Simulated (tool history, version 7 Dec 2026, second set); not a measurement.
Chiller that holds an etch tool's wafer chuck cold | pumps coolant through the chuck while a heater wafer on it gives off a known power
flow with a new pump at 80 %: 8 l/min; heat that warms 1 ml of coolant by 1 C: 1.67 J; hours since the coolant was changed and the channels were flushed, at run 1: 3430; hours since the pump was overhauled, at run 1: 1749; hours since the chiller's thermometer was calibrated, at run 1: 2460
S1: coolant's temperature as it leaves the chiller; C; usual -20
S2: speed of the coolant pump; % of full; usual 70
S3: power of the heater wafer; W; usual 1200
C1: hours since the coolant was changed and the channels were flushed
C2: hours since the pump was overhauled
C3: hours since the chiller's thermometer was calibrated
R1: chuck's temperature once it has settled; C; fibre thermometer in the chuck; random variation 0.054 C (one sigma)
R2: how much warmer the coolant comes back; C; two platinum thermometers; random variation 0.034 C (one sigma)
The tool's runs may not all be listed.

| run | hour | S1 | S2 | S3 | C1 | C2 | C3 | R1 | R2 |
|---|---|---|---|---|---|---|---|---|---|
| 1 | 0.0 | -20 | 70 | 1200 | 3430 | 1749 | 2460 | -9.32 | 6.41 |
| 2 | 46.4 | -20 | 70 | 1200 | 3477 | 1795 | 2507 | -9.18 | 6.43 |
| 3 | 77.8 | -20 | 70 | 1200 | 3508 | 1827 | 2538 | -9.32 | 6.42 |
| 4 | 119.5 | -20 | 70 | 1200 | 3550 | 1868 | 2580 | -9.32 | 6.40 |
| 5 | 152.2 | -20 | 70 | 1200 | 3583 | 1901 | 2613 | -9.19 | 6.38 |
| 6 | 206.2 | -20 | 70 | 1200 | 3637 | 1955 | 2667 | -9.26 | 6.52 |
| 7 | 256.8 | -20 | 70 | 1200 | 3687 | 2006 | 2717 | -9.27 | 6.41 |
| 8 | 308.4 | -20 | 62 | 1200 | 3739 | 2057 | 2769 | -8.21 | 7.36 |
| 9 | 363.8 | -22 | 70 | 1200 | 3794 | 2113 | 2824 | -11.12 | 6.40 |
| 10 | 409.8 | -30 | 62 | 1230 | 3840 | 2159 | 2870 | -17.91 | 7.58 |
|  | 440.4 | chiller's thermometer calibrated |
| 11 | 466.9 | -25 | 70 | 1200 | 3896 | 2215 | 27 | -14.41 | 6.45 |
| 12 | 509.7 | -25 | 70 | 1200 | 3939 | 2257 | 69 | -14.44 | 6.50 |
| 13 | 558.1 | -11 | 85 | 1043 | 3988 | 2306 | 118 | -2.96 | 4.54 |
| 14 | 604.0 | -16 | 96 | 1010 | 4033 | 2352 | 164 | -8.83 | 3.93 |
| 15 | 648.4 | -16 | 96 | 1010 | 4078 | 2396 | 208 | -8.72 | 3.88 |
| 16 | 677.1 | -20 | 85 | 1028 | 4107 | 2425 | 237 | -12.05 | 4.56 |
| 17 | 714.8 | -24 | 72 | 1163 | 4144 | 2462 | 274 | -13.83 | 6.11 |

Forecast each of these 5 alternatives for the next run:
| A | 742.9 | -27 | 72 | 1163 | 4172 | 2491 | 302 | ? | ? |
| B | 742.9 | -20 | 75 | 1379 | 4172 | 2491 | 302 | ? | ? |
| C | 742.9 | -24 | 81 | 1709 | 4172 | 2491 | 302 | ? | ? |
| D | 742.9 | -21 | 62 | 1677 | 4172 | 2491 | 302 | ? | ? |
| E | 742.9 | -15 | 72 | 1163 | 4172 | 2491 | 302 | ? | ? |

| run | R1 | R2 |
|---|---|---|
| A | -16.98 | 6.11 |
| B | -8.32 | 6.93 |
| C | -10.29 | 7.91 |
| D | -4.77 | 10.36 |
| E | -4.91 | 6.09 |
Without the tool's hidden state the same runs would have given:
| run | R1 | R2 |
|---|---|---|
| A | -17.73 | 5.85 |
| B | -9.18 | 6.64 |
| C | -11.30 | 7.58 |
| D | -5.91 | 9.93 |
| E | -5.66 | 5.84 |
